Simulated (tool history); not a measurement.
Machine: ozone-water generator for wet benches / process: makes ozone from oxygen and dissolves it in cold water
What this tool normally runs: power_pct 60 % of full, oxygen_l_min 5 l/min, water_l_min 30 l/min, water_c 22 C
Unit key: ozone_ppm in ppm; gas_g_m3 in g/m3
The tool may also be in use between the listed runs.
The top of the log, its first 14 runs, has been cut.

run	hour	power_pct	oxygen_l_min	water_l_min	water_c	hours of work since the electrodes were changed	hours of work since the contactor was cleaned	hours of work since the thermometer was calibrated	ozone_ppm	gas_g_m3
15	834.8	60	5	30	22	3291	3743	2399	11.6	151.3
16	920	60	5	30	22	3355	3807	2463	11.3	149.2
17	973	53	5	30	22	3395	3847	2502	10.5	137.1
18	1034.6	60	6.27	30	22	3441	3893	2549	11.6	129.1
# hour 1068.7: water thermometer calibrated
19	1113.8	58	6.27	22	22	3500	3952	34	14.1	127.4
20	1200	72	3.58	44	21	3564	4017	98	8.9	208.8
21	1244.8	72	3.58	44	21	3598	4050	132	9	207.8
22	1302.2	72	3.58	44	21	3641	4093	175	9	208.6
23	1361.4	72	3.58	44	21	3685	4137	219	9.1	210.9
24	1439.1	72	3.58	44	21	3743	4196	277	9	207.6
# hour 1464.3: gauge calibrated
25	1498.5	72	3.58	44	21	3788	4240	322	9.2	214.2
26	1550.3	72	3.58	44	21	3827	4279	361	9.2	215.5
27	1633.1	72	3.58	44	21	3889	4341	423	9	213.2
28	1708	72	3.58	44	21	3945	4397	479	9.1	212.6
29	1767.3	60	3.58	33	21	3989	4441	523	10.5	187.2
30	1849.2	46	2.93	30	22	4051	4503	584	9.4	175.8
31	1906.2	46	2.93	30	22	4093	4545	627	9.3	175.9
32	1968.4	46	2.93	30	22	4140	4592	674	9.2	177.4

Here are 4 independent what-if runs from the current tool condition. What would each one return?
A	2041.2	57	4.95	41	22	4194	4646	728	?	?
B	2041.2	98	6.81	30	22	4194	4646	728	?	?
C	2041.2	46	2.99	30	27	4194	4646	728	?	?
D	2041.2	86	2.93	33	17	4194	4646	728	?	?

run	ozone_ppm	gas_g_m3
A	8.4	148.7
B	16.3	175.9
C	9.1	173.4
D	13.5	271.7
With the hidden condition removed and each run's random variation left untouched, the same runs would have given:
run	ozone_ppm	gas_g_m3
A	8.4	150.7
B	16.3	178.3
C	9.1	175.7
D	13.5	275.4
